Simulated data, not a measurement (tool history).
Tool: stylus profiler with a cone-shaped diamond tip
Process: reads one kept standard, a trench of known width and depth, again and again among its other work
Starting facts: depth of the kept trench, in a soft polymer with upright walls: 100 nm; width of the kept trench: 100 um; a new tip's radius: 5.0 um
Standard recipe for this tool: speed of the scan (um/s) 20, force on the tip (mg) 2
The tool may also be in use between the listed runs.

run   hour  speed of the scan (um/s)  force on the tip (mg)  depth of the trench (Å)  width of the trench's floor (um)
  1      0                        20                      2                   1015.3                             97.59
  2   14.4                        20                      2                   1015.7                             97.62
  3   33.8                        20                      2                     1015                             97.57
  4   43.5                        20                      2                   1015.5                             97.58
  5     58                        46                      2                   1015.3                             97.47
  6   73.3                        46                      2                   1015.6                             97.44
  7   88.1                        20                      2                   1015.4                             97.55
  8  103.9                        15                      2                   1015.7                              97.6
  9  115.3                        20                   2.54                   1018.4                             97.52
 10  125.8                        20                   2.54                   1017.9                             97.52
 11  140.7                        20                   2.54                     1018                              97.5
 12  161.1                         8                      2                   1015.5                             97.58
 13    174                        20                   3.89                   1023.6                              97.5
 14  182.6                        33                   3.89                   1023.6                             97.46
 15  196.5                        33                   3.89                   1023.3                             97.45
 16  210.2                        39                      2                     1016                             97.37
 17    231                        39                      2                   1015.3                             97.42
 18  251.7                        20                      2                   1015.8                             97.43
 19  267.6                        20                      2                   1015.5                             97.45
 20    279                        20                      2                   1015.9                             97.44
 21    294                        20                   0.88                   1010.1                             97.38
 22    305                        20                      2                   1015.6                             97.43
 23  321.6                        20                      2                   1015.5                             97.45
     323.9  -- height scale calibrated on a step standard
 24  333.6                         6                   3.07                   1021.6                             97.52
 25    353                         6                   3.07                   1021.8                             97.48
 26    370                        25                   0.88                   1011.1                             97.35
 27  383.3                        55                   1.11                   1012.1                             97.22
 28  401.6                        55                   1.11                   1012.5                             97.19
 29  417.2                        55                   1.11                   1012.7                             97.22
     421.3  -- height scale calibrated on a step standard, once more
 30  428.9                         5                   1.18                   1010.7                             97.46
 31  439.7                         5                   1.18                   1010.7                             97.47
 32    453                         7                   1.24                   1010.8                              97.4
 33  465.6                        37                   2.14                   1015.3                             97.31
 34  474.4                        21                   2.14                   1015.5                             97.35
 35  494.1                        11                   1.66                   1013.4                             97.46
 36  513.2                        32                   1.78                   1013.3                             97.25
 37  525.7                        32                   1.78                   1013.9                             97.25
 38  535.8                        38                   4.23                   1024.4                             97.27
 39  555.3                        38                   3.79                   1022.7                             97.31
 40  574.7                        13                    4.9                   1026.6                             97.33
 41  592.2                        13                    4.9                   1026.7                             97.34
 42  609.5                        13                    4.9                   1026.4                             97.31
 43  624.2                        18                   3.56                   1021.9                             97.29
 44  641.6                        18                   3.56                   1021.9                              97.3
 45  655.8                        18                   3.56                   1021.9                             97.29
 46  668.2                        19                      2                   1015.1                             97.27

3 options for the next run, each taken on its own from the tool as it stands now. Forecast them:
  A   681                        36                   5.02                        ?                                 ?
  B   681                        19                    5.8                        ?                                 ?
  C   681                        24                   3.53                        ?                                 ?

run  depth of the trench (Å)  width of the trench's floor (um)
  A                   1027.2                             97.29
  B                   1029.9                             97.34
  C                     1022                             97.36
Had the tool no hidden state, the same runs would have come out as:
run  depth of the trench (Å)  width of the trench's floor (um)
  A                   1026.4                             97.94
  B                   1029.2                             97.99
  C                   1021.3                             98.01

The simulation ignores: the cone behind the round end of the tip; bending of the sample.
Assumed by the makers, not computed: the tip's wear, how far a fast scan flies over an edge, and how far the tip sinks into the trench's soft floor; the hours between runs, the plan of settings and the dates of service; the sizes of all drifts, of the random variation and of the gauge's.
